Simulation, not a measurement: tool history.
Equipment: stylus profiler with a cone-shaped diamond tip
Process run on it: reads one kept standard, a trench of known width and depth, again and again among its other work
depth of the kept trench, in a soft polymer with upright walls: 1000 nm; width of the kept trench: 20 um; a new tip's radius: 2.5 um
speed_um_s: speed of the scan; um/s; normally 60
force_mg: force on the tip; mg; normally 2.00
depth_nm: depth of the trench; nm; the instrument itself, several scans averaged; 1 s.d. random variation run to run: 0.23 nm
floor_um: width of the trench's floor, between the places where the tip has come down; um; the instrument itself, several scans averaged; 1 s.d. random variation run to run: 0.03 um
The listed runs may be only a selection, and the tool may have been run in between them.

run 1 hour=0.0 | speed_um_s=60 force_mg=2.00 | depth_nm=1012.93 floor_um=15.82
run 2 hour=51.3 | speed_um_s=140 force_mg=2.00 | depth_nm=1013.38 floor_um=15.62
run 3 hour=121.3 | speed_um_s=60 force_mg=2.00 | depth_nm=1013.46 floor_um=15.86
run 4 hour=164.5 | speed_um_s=60 force_mg=2.00 | depth_nm=1013.21 floor_um=15.84
run 5 hour=226.6 | speed_um_s=60 force_mg=2.00 | depth_nm=1013.51 floor_um=15.86
run 6 hour=300.6 | speed_um_s=60 force_mg=2.00 | depth_nm=1013.51 floor_um=15.88
run 7 hour=341.4 | speed_um_s=60 force_mg=2.00 | depth_nm=1013.55 floor_um=15.85
run 8 hour=391.4 | speed_um_s=60 force_mg=2.00 | depth_nm=1013.42 floor_um=15.84
run 9 hour=451.1 | speed_um_s=60 force_mg=2.00 | depth_nm=1013.20 floor_um=15.83
run 10 hour=482.2 | speed_um_s=60 force_mg=2.00 | depth_nm=1013.88 floor_um=15.84
run 11 hour=549.0 | speed_um_s=60 force_mg=4.99 | depth_nm=1024.71 floor_um=15.91
run 12 hour=602.4 | speed_um_s=60 force_mg=2.00 | depth_nm=1013.58 floor_um=15.86
run 13 hour=677.7 | speed_um_s=115 force_mg=2.57 | depth_nm=1015.90 floor_um=15.68
run 14 hour=741.3 | speed_um_s=197 force_mg=3.00 | depth_nm=1017.70 floor_um=15.59
run 15 hour=797.2 | speed_um_s=197 force_mg=3.00 | depth_nm=1017.88 floor_um=15.60
run 16 hour=863.5 | speed_um_s=100 force_mg=2.28 | depth_nm=1014.85 floor_um=15.77
run 17 hour=913.4 | speed_um_s=25 force_mg=3.05 | depth_nm=1018.11 floor_um=15.99
run 18 hour=951.7 | speed_um_s=25 force_mg=3.05 | depth_nm=1018.14 floor_um=15.94
run 19 hour=984.1 | speed_um_s=25 force_mg=3.05 | depth_nm=1018.17 floor_um=15.93
run 20 hour=1040.9 | speed_um_s=107 force_mg=2.42 | depth_nm=1015.10 floor_um=15.71
run 21 hour=1112.9 | speed_um_s=46 force_mg=1.39 | depth_nm=1010.43 floor_um=15.89
run 22 hour=1174.1 | speed_um_s=41 force_mg=2.06 | depth_nm=1014.05 floor_um=15.86
run 23 hour=1228.8 | speed_um_s=70 force_mg=3.71 | depth_nm=1020.48 floor_um=15.90

Below are 4 alternative next runs, each starting from the tool's condition after run 23. Predict each:
run A hour=1263.0 | speed_um_s=41 force_mg=1.34 | depth_nm=? floor_um=?
run B hour=1263.0 | speed_um_s=72 force_mg=4.24 | depth_nm=? floor_um=?
run C hour=1263.0 | speed_um_s=60 force_mg=5.80 | depth_nm=? floor_um=?
run D hour=1263.0 | speed_um_s=157 force_mg=3.71 | depth_nm=? floor_um=?

run=A depth_nm=1010.10 floor_um=15.90
run=B depth_nm=1022.37 floor_um=15.90
run=C depth_nm=1027.21 floor_um=15.91
run=D depth_nm=1020.21 floor_um=15.70
The same runs, with their run-to-run variation unchanged, on a tool lacking any hidden condition would have given:
run=A depth_nm=1010.12 floor_um=15.91
run=B depth_nm=1022.39 floor_um=15.90
run=C depth_nm=1027.23 floor_um=15.92
run=D depth_nm=1020.23 floor_um=15.70
